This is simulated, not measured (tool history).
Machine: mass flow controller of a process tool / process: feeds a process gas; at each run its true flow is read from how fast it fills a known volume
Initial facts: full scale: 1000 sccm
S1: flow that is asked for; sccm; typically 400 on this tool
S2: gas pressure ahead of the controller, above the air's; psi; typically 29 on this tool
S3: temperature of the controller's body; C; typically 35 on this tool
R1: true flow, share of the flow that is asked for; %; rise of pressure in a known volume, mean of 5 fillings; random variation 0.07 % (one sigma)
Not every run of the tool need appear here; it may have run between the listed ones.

run	hour	S1	S2	S3	R1
1	0	400	29	35	98.85
2	54.6	457	29	35	98.85
3	146.4	457	29	35	98.71
4	202.3	457	29	35	98.72
5	281.5	457	38.3	35	98.7
6	337.4	400	29	36	98.72
7	421.9	404	29	36	98.85
8	499	404	29	36	98.94
# hour 505.7: controller's zero set anew
9	594.5	404	29	36	99.67
10	643.8	404	29	36	99.75
11	736.4	400	22.3	35	99.87
12	786.6	935	29	31	99.17
13	873.1	459	27.4	39	99.11
14	935.6	163	29.9	35	103.6
# hour 1003.3: controller's zero set anew, once more
15	1027.4	163	29.9	35	97.21
16	1106.1	653	29	35	97.54
17	1167.9	653	29	35	97.4
18	1259.7	400	31.3	34	97.48
19	1330.1	400	31.3	34	97.43
20	1372.7	140	22.3	22	98.7

Same runs, no hidden state in the tool, same run-to-run variation:
The hidden state here: flow at rest that the sensor doesn't see, % of full scale; true flow over the shown one, %; drift of the gauge itself on true_pct, %.
run	R1
1	98.54
2	98.72
3	98.58
4	98.6
5	98.58
6	98.41
7	98.55
8	98.64
9	98.39
10	98.47
11	98.57
12	99.34
13	98.14
14	98.5
15	98.41
16	98.82
17	98.69
18	98.74
19	98.7
20	99.8
